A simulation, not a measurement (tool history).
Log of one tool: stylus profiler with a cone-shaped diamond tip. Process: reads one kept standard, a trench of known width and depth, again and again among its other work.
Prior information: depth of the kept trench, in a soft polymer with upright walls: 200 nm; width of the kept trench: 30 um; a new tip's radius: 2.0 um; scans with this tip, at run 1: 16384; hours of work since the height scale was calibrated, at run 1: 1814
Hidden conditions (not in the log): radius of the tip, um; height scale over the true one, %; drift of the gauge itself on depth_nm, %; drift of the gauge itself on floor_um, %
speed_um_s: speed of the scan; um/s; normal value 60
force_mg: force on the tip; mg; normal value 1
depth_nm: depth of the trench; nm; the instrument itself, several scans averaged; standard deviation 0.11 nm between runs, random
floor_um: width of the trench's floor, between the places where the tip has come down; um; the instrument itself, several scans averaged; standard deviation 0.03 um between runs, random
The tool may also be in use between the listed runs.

run   hour  speed_um_s  force_mg  scans with this tip  hours of work since the height scale was calibrated  depth_nm  floor_um
  1      0          60         1                16384                                                 1814    199.71     27.12
      11.8  -- new tip fitted, height scale calibrated
  2   22.6          60         1                   74                                                    8    201.63     28.02
  3   36.7          60      1.43                  173                                                   19    201.97     28.11
  4   64.1          60      0.51                  363                                                   40    200.98     28.01
  5   88.6          60      0.51                  533                                                   59    200.98        28
  6  112.1          60      0.44                  696                                                   77    200.69     27.94
  7  136.9          60      0.83                  868                                                   96    201.33     28.01
  8  150.5          60      0.83                  963                                                  107    201.15        28
  9    175          60      0.83                 1133                                                  125    201.11     27.95
 10  190.5          60      0.83                 1241                                                  137    201.48     27.93
 11    217         203         1                 1426                                                  158    201.55     27.56
 12  230.3         203      0.52                 1517                                                  168    200.95     27.34
 13  246.5         203      0.52                 1631                                                  181     200.8     27.31
 14  272.7         203      0.52                 1812                                                  201    200.87     27.33
       276  -- height scale calibrated on a step standard
 15  291.1         203      0.52                 1937                                                   12    200.53     27.34
 16  304.5          62      0.52                 2030                                                   22    201.08     27.81
 17  317.7          99         1                 2121                                                   32    201.31     27.81
 18  337.6          99         1                 2260                                                   47    201.44     27.81
 19  354.7          99         1                 2379                                                   61    201.22     27.78
 20  372.4          99         1                 2501                                                   74    201.12     27.74
 21  385.6          81         1                 2593                                                   84    201.32     27.79
     400.4  -- height scale calibrated on a step standard, once more
 22  407.9          81         1                 2745                                                    6    201.74     27.83
 23  426.8          81         1                 2876                                                   20    201.62     27.76
 24  444.1         132      0.43                 2997                                                   34    201.02      27.4
 25  472.7         144      0.98                 3195                                                   56    201.56     27.61
 26  497.4         239      1.03                 3367                                                   75    201.42     27.38
 27  516.5         239      1.03                 3500                                                   89     201.5     27.35
 28  542.6          89      0.43                 3681                                                  109    200.96     27.54
 29    571          89      0.43                 3879                                                  131    200.77     27.54
 30  584.9         183      0.36                 3975                                                  142    200.63      27.1
 31  601.4          58      0.65                 4089                                                  155    201.14     27.75
 32  615.3          55      1.65                 4186                                                  165    202.07     27.79
 33  628.7         178      1.38                 4279                                                  176    201.86     27.46
 34  646.9         178      1.38                 4406                                                  190    201.69     27.45
 35  659.9          93      0.81                 4496                                                  200    201.11      27.6
 36  688.3          16      2.09                 4693                                                  221    202.26     27.91
 37  702.5          21      2.71                 4792                                                  232    203.05     27.81
 38  729.4          75         1                 4979                                                  253    201.19     27.65
 39  750.2          72      2.85                 5124                                                  269    202.75     27.75
 40  764.4         228      1.64                 5222                                                  280     202.1     27.38
 41  785.4         119      0.75                 5368                                                  296    200.97     27.47
 42  802.5          90      2.66                 5487                                                  309    202.83     27.63
 43  822.9          90      2.66                 5628                                                  325    202.54     27.67
 44  849.1          90      2.66                 5810                                                  345    202.72     27.64
 45  870.1          90      2.66                 5957                                                  361    202.63     27.65

Hidden state at the last listed run before each entry between runs and at the first one after, where it differs:
In the gap between runs 1 and 2: new tip fitted, height scale calibrated (hour 11.8)
  radius of the tip, um: 4.81 -> 2.05; height scale over the true one, %: -0.887 -> -0.006
  measured minus no-state result, depth_nm: -1.79 -> -0.01 nm; floor_um: -1 -> -0.02 um
In the gap between runs 14 and 15: height scale calibrated on a step standard (hour 276)
  radius of the tip, um: 2.37 -> 2.39; height scale over the true one, %: -0.097 -> -0.125
  measured minus no-state result, depth_nm: -0.19 -> -0.25 nm; floor_um: -0.16 -> -0.17 um
In the gap between runs 21 and 22: height scale calibrated on a step standard, once more (hour 400.4)
  radius of the tip, um: 2.51 -> 2.54; height scale over the true one, %: -0.161 -> 0.019
  measured minus no-state result, depth_nm: -0.33 -> +0.04 nm; floor_um: -0.22 -> -0.24 um

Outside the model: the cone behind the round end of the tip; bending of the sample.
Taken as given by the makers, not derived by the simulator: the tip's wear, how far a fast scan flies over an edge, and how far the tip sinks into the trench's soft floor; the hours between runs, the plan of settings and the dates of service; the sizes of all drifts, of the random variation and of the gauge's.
